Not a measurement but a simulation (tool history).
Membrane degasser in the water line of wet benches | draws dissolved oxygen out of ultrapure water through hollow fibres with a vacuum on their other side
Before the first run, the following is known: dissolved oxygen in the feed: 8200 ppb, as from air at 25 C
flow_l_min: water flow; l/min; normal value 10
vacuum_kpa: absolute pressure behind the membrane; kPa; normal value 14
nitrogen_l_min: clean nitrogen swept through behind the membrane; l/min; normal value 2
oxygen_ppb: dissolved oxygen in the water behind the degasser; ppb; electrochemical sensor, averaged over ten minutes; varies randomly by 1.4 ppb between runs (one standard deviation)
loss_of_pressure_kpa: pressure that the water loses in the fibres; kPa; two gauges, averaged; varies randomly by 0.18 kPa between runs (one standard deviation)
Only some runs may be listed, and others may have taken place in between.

run    hour  flow_l_min  vacuum_kpa  nitrogen_l_min  oxygen_ppb  loss_of_pressure_kpa
  1       0          10          14               2       149.5                 34.77
  2    56.3          10          14               2       150.3                 34.71
  3   133.5          10        19.6               2         214                 34.76
      145.9  -- vacuum gauge calibrated
  4   207.4          10        19.6               2       215.4                 34.51
  5   247.9          10        19.6               2       215.3                 34.84
  6   327.2          10          14            0.87       301.2                 34.71
  7   402.9          10          14            0.87       307.4                 34.97
  8   467.9          10          14            0.87       304.8                 34.57
  9   522.2          10          14               2       146.9                 34.39
 10   580.1          10          14               2       146.5                 34.78
 11   637.8          10          14               2         148                 34.63
 12   718.8          10          14               2       147.9                 34.89
 13   786.5          10         8.6               2        81.3                 34.97
 14   854.4          10         8.6               2        80.3                 34.68
 15   932.2           6        31.2               2       232.4                 21.05
 16  1009.4          10          25            2.66       222.3                 34.98
 17  1077.7           8        33.9            3.59       182.6                 27.76
 18  1166.9          14        33.9            3.39       351.4                 49.13
 19  1241.4          14         9.6            0.89       269.3                 48.91
 20  1309.8           7          21            0.96       327.7                 24.62

Run 21 has not been measured yet. What should we expect?
 21  1377.6           7          21            0.96           ?                     ?

oxygen_ppb: 335.1 ppb
loss_of_pressure_kpa: 24.38 kPa
If the tool had no hidden condition, the same run with the same run-to-run variation would have returned oxygen_ppb 307 ppb, loss_of_pressure_kpa 23.45 kPa.
